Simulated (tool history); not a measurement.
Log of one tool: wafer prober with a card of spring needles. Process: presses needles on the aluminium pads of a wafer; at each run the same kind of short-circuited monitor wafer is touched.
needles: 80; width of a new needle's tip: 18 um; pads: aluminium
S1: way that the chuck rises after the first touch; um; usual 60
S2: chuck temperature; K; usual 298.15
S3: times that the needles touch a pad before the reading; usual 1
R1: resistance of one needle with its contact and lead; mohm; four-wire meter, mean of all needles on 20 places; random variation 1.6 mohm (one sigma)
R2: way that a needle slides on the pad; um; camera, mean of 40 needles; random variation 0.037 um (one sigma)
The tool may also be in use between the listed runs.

run,hour,S1,S2,S3,R1,R2
1,0.0,60,298.15,1,345,15.26
# hour 2.1: tips cleaned on abrasive film
2,10.3,60,298.15,1,338,15.23
# hour 13.5: tips cleaned on abrasive film
# hour 25.2: tips cleaned on abrasive film
# hour 26.7: height of the first contact set anew
3,31.7,60,298.15,1,315,15.77
# hour 38.2: tips cleaned on abrasive film
# hour 49.8: tips cleaned on abrasive film
4,49.8,60,298.15,1,168,15.72
# hour 62.6: tips cleaned on abrasive film
5,68.0,60,298.15,1,294,15.63
# hour 74.1: tips cleaned on abrasive film
# hour 85.4: tips cleaned on abrasive film
6,85.8,60,298.15,1,193,15.67
# hour 96.9: tips cleaned on abrasive film
7,101.9,60,298.15,1,288,15.68
# hour 109.3: tips cleaned on abrasive film
# hour 120.6: tips cleaned on abrasive film
8,125.4,60,298.15,1,287,15.63
# hour 131.8: tips cleaned on abrasive film
9,137.7,60,312.15,1,308,15.62
# hour 143.6: tips cleaned on abrasive film
10,149.8,60,312.15,1,296,15.55
# hour 154.7: tips cleaned on abrasive film
# hour 165.9: tips cleaned on abrasive film
11,167.9,60,298.15,1,240,15.52
# hour 178.4: tips cleaned on abrasive film
12,186.7,60,298.15,1,330,15.54
# hour 190.1: tips cleaned on abrasive film
13,197.4,60,298.15,1,317,15.53
# hour 201.2: tips cleaned on abrasive film
# hour 214.4: tips cleaned on abrasive film
14,220.7,60,298.15,1,313,15.53
# hour 227.0: tips cleaned on abrasive film
15,236.5,60,298.15,1,340,15.47
# hour 238.7: tips cleaned on abrasive film
# hour 250.0: tips cleaned on abrasive film
16,255.3,60,298.15,2,242,15.42
# hour 261.7: tips cleaned on abrasive film
17,268.0,40,313.15,1,495,10.13
# hour 274.9: tips cleaned on abrasive film
# hour 286.9: tips cleaned on abrasive film
18,287.2,40,313.15,1,237,10.11
# hour 298.8: tips cleaned on abrasive film
19,298.8,40,313.15,1,219,10.12
20,309.7,66,346.15,1,322,17.00
# hour 310.9: tips cleaned on abrasive film
# hour 323.1: tips cleaned on abrasive film
21,331.2,64,343.15,1,319,16.37
# hour 334.5: tips cleaned on abrasive film
# hour 346.8: tips cleaned on abrasive film
22,351.9,60,346.15,1,308,15.28
# hour 358.5: tips cleaned on abrasive film
# hour 369.7: tips cleaned on abrasive film
23,373.3,45,307.15,1,367,11.27
# hour 381.0: tips cleaned on abrasive film
24,384.9,60,298.15,2,234,15.20
# hour 392.5: tips cleaned on abrasive film
# hour 403.7: tips cleaned on abrasive film
25,408.0,60,298.15,1,290,15.22
# hour 416.2: tips cleaned on abrasive film
26,418.0,57,301.15,1,244,14.37
# hour 427.7: tips cleaned on abrasive film
27,431.7,55,310.15,2,246,13.92
# hour 439.6: tips cleaned on abrasive film
28,449.5,55,310.15,2,298,13.90
# hour 450.8: tips cleaned on abrasive film
# hour 463.6: tips cleaned on abrasive film
29,469.0,63,298.15,1,295,15.93
# hour 475.5: tips cleaned on abrasive film
30,482.6,53,368.15,1,379,13.25

5 ways to go on from here, each from the tool as it stands after run 30. What would each give?
# hour 487.8: tips cleaned on abrasive film
# hour 488.1: height of the first contact set anew
A,498.1,55,353.15,2,?,?
# hour 487.8: tips cleaned on abrasive film
# hour 488.1: height of the first contact set anew
B,498.1,54,312.15,2,?,?
# hour 487.8: tips cleaned on abrasive film
# hour 488.1: height of the first contact set anew
C,498.1,72,317.15,1,?,?
# hour 487.8: tips cleaned on abrasive film
# hour 488.1: height of the first contact set anew
D,498.1,55,305.15,3,?,?
# hour 487.8: tips cleaned on abrasive film
# hour 488.1: height of the first contact set anew
E,498.1,53,394.15,2,?,?

run,R1,R2
A,292,14.50
B,292,14.16
C,293,18.87
D,240,14.43
E,297,13.95
Without the tool's hidden state the same runs would have given:
run,R1,R2
A,170,14.50
B,160,14.16
C,159,18.87
D,161,14.43
E,176,13.95
